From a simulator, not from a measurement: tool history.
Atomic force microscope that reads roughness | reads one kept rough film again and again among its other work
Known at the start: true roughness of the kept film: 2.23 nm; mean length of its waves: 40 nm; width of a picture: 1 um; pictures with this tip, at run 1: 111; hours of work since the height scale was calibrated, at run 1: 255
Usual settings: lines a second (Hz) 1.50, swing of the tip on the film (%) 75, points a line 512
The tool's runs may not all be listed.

run,hour,lines a second (Hz),swing of the tip on the film (%),points a line,pictures with this tip,hours of work since the height scale was calibrated,roughness of the kept film (nm (root mean square))
1,0.0,1.50,75,512,111,255,1.873
2,6.0,1.50,75,272,118,259,1.847
3,15.2,1.50,75,512,128,264,1.867
4,25.4,1.50,75,512,139,271,1.864
5,30.9,1.50,75,512,145,274,1.845
6,38.3,1.50,75,512,153,279,1.842
7,44.7,2.70,75,512,160,283,1.696
8,52.1,2.83,75,284,168,287,1.688
9,56.8,0.79,74,431,173,290,1.929
10,62.2,0.79,74,431,179,293,1.947
11,68.9,1.92,86,361,187,297,1.624
12,78.3,1.50,75,408,197,303,1.834

Forecast each of these 3 alternatives for the next run:
A,85.1,1.50,63,512,204,307,?
B,85.1,1.12,75,974,204,307,?
C,85.1,0.93,76,805,204,307,?

run,roughness of the kept film (nm (root mean square))
A,1.939
B,1.891
C,1.906
Without the tool's hidden state the same runs would have given:
run,roughness of the kept film (nm (root mean square))
A,2.044
B,1.994
C,2.009
